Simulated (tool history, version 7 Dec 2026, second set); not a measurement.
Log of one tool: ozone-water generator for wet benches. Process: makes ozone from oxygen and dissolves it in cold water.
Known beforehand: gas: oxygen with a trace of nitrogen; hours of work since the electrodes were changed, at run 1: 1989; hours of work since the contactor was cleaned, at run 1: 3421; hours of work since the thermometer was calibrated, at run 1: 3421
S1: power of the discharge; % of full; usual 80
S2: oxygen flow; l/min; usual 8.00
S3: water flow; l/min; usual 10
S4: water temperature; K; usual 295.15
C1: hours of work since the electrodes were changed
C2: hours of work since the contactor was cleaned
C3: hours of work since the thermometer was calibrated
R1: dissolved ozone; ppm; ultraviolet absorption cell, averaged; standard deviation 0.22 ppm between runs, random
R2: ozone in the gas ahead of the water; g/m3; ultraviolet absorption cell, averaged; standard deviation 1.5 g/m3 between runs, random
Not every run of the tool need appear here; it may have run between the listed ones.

| run | hour | S1 | S2 | S3 | S4 | C1 | C2 | C3 | R1 | R2 |
|---|---|---|---|---|---|---|---|---|---|---|
| 1 | 0.0 | 80 | 8.00 | 10 | 295.15 | 1989 | 3421 | 3421 | 33.0 | 287.3 |
| 2 | 58.7 | 80 | 8.00 | 10 | 295.15 | 2035 | 3468 | 3468 | 32.5 | 287.4 |
| 3 | 85.2 | 80 | 8.00 | 10 | 295.15 | 2056 | 3489 | 3489 | 32.7 | 287.3 |
| 4 | 118.7 | 80 | 5.41 | 10 | 295.15 | 2082 | 3515 | 3515 | 36.7 | 360.6 |
| 5 | 163.6 | 80 | 8.00 | 10 | 295.15 | 2118 | 3550 | 3550 | 32.6 | 286.2 |
| 6 | 221.9 | 80 | 8.00 | 10 | 295.15 | 2164 | 3596 | 3596 | 32.9 | 286.2 |
| 7 | 285.7 | 80 | 8.00 | 10 | 295.15 | 2214 | 3647 | 3647 | 32.9 | 282.1 |
| 8 | 343.0 | 80 | 8.00 | 10 | 295.15 | 2259 | 3692 | 3692 | 32.7 | 282.2 |
| 9 | 374.9 | 80 | 8.00 | 10 | 295.15 | 2284 | 3717 | 3717 | 33.0 | 286.1 |
| 10 | 438.5 | 80 | 8.00 | 10 | 295.15 | 2335 | 3767 | 3767 | 33.1 | 282.8 |
| 11 | 496.7 | 98 | 8.00 | 10 | 295.15 | 2381 | 3813 | 3813 | 39.4 | 339.6 |
| 12 | 524.3 | 98 | 8.00 | 10 | 299.15 | 2402 | 3835 | 3835 | 36.1 | 340.4 |
| 13 | 575.1 | 98 | 8.00 | 10 | 299.15 | 2442 | 3875 | 3875 | 35.8 | 339.9 |
| 14 | 626.3 | 80 | 8.00 | 10 | 295.15 | 2483 | 3916 | 3916 | 32.9 | 282.8 |
| 15 | 671.7 | 80 | 8.00 | 10 | 295.15 | 2519 | 3951 | 3951 | 32.9 | 282.8 |
| 16 | 704.9 | 80 | 8.00 | 10 | 295.15 | 2545 | 3978 | 3978 | 32.8 | 281.9 |
| 17 | 738.0 | 80 | 8.00 | 10 | 295.15 | 2571 | 4004 | 4004 | 32.8 | 281.7 |
| 18 | 791.5 | 80 | 8.00 | 10 | 295.15 | 2613 | 4046 | 4046 | 33.1 | 281.4 |
| 19 | 829.9 | 80 | 8.74 | 15 | 291.15 | 2643 | 4076 | 4076 | 28.2 | 266.0 |
|  | 854.1 | contactor cleaned |
| 20 | 898.4 | 80 | 8.00 | 10 | 297.15 | 2694 | 35 | 4127 | 31.1 | 279.6 |
|  | 925.9 | water thermometer calibrated |
| 21 | 925.9 | 80 | 12.73 | 10 | 297.15 | 2716 | 56 | 0 | 26.1 | 212.4 |
| 22 | 978.2 | 89 | 10.60 | 13 | 301.15 | 2757 | 97 | 41 | 25.2 | 261.4 |
| 23 | 1020.7 | 60 | 8.00 | 11 | 302.15 | 2790 | 131 | 75 | 20.4 | 212.7 |
| 24 | 1056.5 | 46 | 6.07 | 6 | 295.15 | 2819 | 159 | 103 | 27.6 | 198.8 |
| 25 | 1112.4 | 46 | 6.07 | 6 | 295.15 | 2863 | 203 | 147 | 27.7 | 198.7 |
| 26 | 1141.4 | 80 | 8.00 | 10 | 289.15 | 2886 | 226 | 170 | 37.3 | 276.3 |
|  | 1153.1 | gauge calibrated |
| 27 | 1201.6 | 80 | 8.00 | 10 | 289.15 | 2933 | 274 | 218 | 37.6 | 288.0 |
| 28 | 1263.8 | 61 | 10.70 | 8 | 295.15 | 2982 | 323 | 267 | 25.2 | 185.1 |
| 29 | 1302.5 | 69 | 9.50 | 10 | 288.15 | 3013 | 353 | 297 | 32.0 | 222.4 |
| 30 | 1363.0 | 43 | 4.63 | 8 | 288.15 | 3061 | 401 | 345 | 28.8 | 224.1 |

Expected results for the next run?
| 31 | 1410.2 | 43 | 10.67 | 8 | 288.15 | 3098 | 438 | 382 | ? | ? |

Logged for run 31: R1 21.8 ppm, R2 135.7 g/m3.
Were there no unlogged condition in the tool, this run, its random variation unchanged, would have produced R1 21.9 ppm, R2 136.7 g/m3.
